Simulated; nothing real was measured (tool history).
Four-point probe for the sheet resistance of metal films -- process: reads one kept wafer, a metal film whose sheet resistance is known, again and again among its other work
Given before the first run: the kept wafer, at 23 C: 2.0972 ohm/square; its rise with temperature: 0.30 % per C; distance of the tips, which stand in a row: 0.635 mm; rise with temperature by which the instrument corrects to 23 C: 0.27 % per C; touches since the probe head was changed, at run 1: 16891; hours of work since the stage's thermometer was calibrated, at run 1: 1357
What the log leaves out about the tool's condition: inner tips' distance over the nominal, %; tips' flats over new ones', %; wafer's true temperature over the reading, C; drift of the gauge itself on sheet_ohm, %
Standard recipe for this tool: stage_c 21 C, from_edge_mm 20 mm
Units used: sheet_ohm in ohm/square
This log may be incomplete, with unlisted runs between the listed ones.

run,hour,stage_c,from_edge_mm,touches since the probe head was changed,hours of work since the stage's thermometer was calibrated,sheet_ohm
1,0.0,21,20,16891,1357,2.098931
# hour 37.4: stage's thermometer calibrated
2,62.0,21,20,19505,18,2.098540
3,142.3,21,20,22913,78,2.098061
4,209.6,21,20,25772,128,2.098162
5,283.3,21,62,28906,183,2.096163
6,366.6,21,62,32445,245,2.096789
7,453.1,21,62,36116,309,2.096254
8,490.5,21,62,37707,337,2.096392
9,575.2,21,62,41303,399,2.095543
10,615.4,21,62,43012,429,2.095860
11,685.2,21,62,45979,481,2.095536
12,757.6,21,62,49052,535,2.095682
13,817.8,21,20,51612,580,2.096451
14,869.7,21,11,53814,618,2.099366
15,943.5,21,19,56948,673,2.097089
16,1020.3,21,19,60212,730,2.095864
17,1081.3,21,19,62802,775,2.096384
18,1171.6,25,19,66640,842,2.097677
19,1262.5,25,19,70501,910,2.097419
20,1334.4,21,45,73553,963,2.093998
21,1389.1,34,45,75878,1004,2.102210
22,1427.0,34,45,77489,1032,2.101839
23,1467.1,34,33,79191,1062,2.101827
24,1514.8,21,16,81221,1097,2.094601
25,1588.2,21,16,84337,1152,2.095552
26,1626.7,21,16,85972,1180,2.095057
27,1681.5,24,42,88300,1221,2.095876
28,1753.7,24,4,91366,1275,2.123639
29,1830.3,21,7,94622,1332,2.102164
# hour 1902.0: stage's thermometer calibrated
30,1912.1,28,31,98074,7,2.096121
31,1997.3,24,10,101693,71,2.099157
32,2035.5,24,10,103315,99,2.097995
33,2120.5,20,6,106928,162,2.103497
34,2185.8,20,3,109703,211,2.139757
35,2261.3,31,18,112908,267,2.099043
36,2329.1,20,6,115789,317,2.103182
37,2381.8,20,6,118028,356,2.102594
38,2468.7,20,6,121718,421,2.102534
39,2551.6,23,25,125243,483,2.092698
40,2611.4,35,3,127782,527,2.148445
41,2682.0,24,41,130779,579,2.091346
42,2766.3,32,61,134362,642,2.096915
43,2819.5,27,16,136621,681,2.095461
44,2905.6,27,16,140278,745,2.095932
# hour 2918.2: new probe head fitted
45,2980.1,20,6,2630,800,2.114691

Each row is a separate what-if for the run after 45, all from the same tool condition, not one after another. Results?
A,3022.5,28,4,4433,831,?
B,3022.5,29,54,4433,831,?
C,3022.5,23,20,4433,831,?

run,sheet_ohm
A,2.135268
B,2.107000
C,2.104468
Without the tool's unlogged condition, the same runs would have read:
run,sheet_ohm
A,2.128868
B,2.100681
C,2.098147
